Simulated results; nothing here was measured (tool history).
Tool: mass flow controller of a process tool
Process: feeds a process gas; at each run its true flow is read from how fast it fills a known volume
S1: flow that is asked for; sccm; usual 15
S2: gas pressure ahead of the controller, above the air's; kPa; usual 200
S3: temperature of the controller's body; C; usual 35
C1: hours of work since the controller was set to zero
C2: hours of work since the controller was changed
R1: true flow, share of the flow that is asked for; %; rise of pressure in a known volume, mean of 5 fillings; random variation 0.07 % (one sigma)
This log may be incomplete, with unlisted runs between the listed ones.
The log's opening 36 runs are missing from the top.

{"run": 37, "day": 234.25, "S1": 6, "S2": 264, "S3": 20, "C1": 455, "C2": 3111, "R1": 96.97}
{"run": 38, "day": 238.671, "S1": 8, "S2": 265, "S3": 35, "C1": 506, "C2": 3162, "R1": 95.86}
{"run": 39, "day": 246.112, "S1": 15, "S2": 257, "S3": 33, "C1": 591, "C2": 3247, "R1": 96.56}
{"run": 40, "day": 252.021, "S1": 20, "S2": 200, "S3": 30, "C1": 659, "C2": 3315, "R1": 97.14}
{"run": 41, "day": 259.446, "S1": 20, "S2": 200, "S3": 30, "C1": 744, "C2": 3400, "R1": 97.17}
{"run": 42, "day": 264.217, "S1": 31, "S2": 200, "S3": 25, "C1": 799, "C2": 3455, "R1": 97.92}
{"run": 43, "day": 269.983, "S1": 33, "S2": 162, "S3": 25, "C1": 865, "C2": 3521, "R1": 98.17}
{"run": 44, "day": 275.058, "S1": 15, "S2": 226, "S3": 25, "C1": 923, "C2": 3579, "R1": 97.05}
{"run": 45, "day": 280.538, "S1": 15, "S2": 250, "S3": 36, "C1": 986, "C2": 3642, "R1": 95.66}
{"run": 46, "day": 286.362, "S1": 15, "S2": 250, "S3": 36, "C1": 1053, "C2": 3709, "R1": 95.66}
{"run": 47, "day": 292.538, "S1": 15, "S2": 250, "S3": 36, "C1": 1124, "C2": 3780, "R1": 95.55}
{"run": 48, "day": 298.867, "S1": 15, "S2": 250, "S3": 36, "C1": 1196, "C2": 3852, "R1": 95.53}
{"run": 49, "day": 305.312, "S1": 15, "S2": 180, "S3": 36, "C1": 1270, "C2": 3926, "R1": 95.63}

Below are 3 alternative next runs, each starting from the tool's condition after run 49. Predict each:
{"run": "A", "day": 312.458, "S1": 5, "S2": 279, "S3": 39, "C1": 1352, "C2": 4008, "R1": "?"}
{"run": "B", "day": 312.458, "S1": 15, "S2": 180, "S3": 32, "C1": 1352, "C2": 4008, "R1": "?"}
{"run": "C", "day": 312.458, "S1": 6, "S2": 180, "S3": 36, "C1": 1352, "C2": 4008, "R1": "?"}

run=A R1=91.97
run=B R1=95.99
run=C R1=93.34
What these runs would have given with no unlogged condition in the tool:
run=A R1=97.60
run=B R1=98.90
run=C R1=98.29
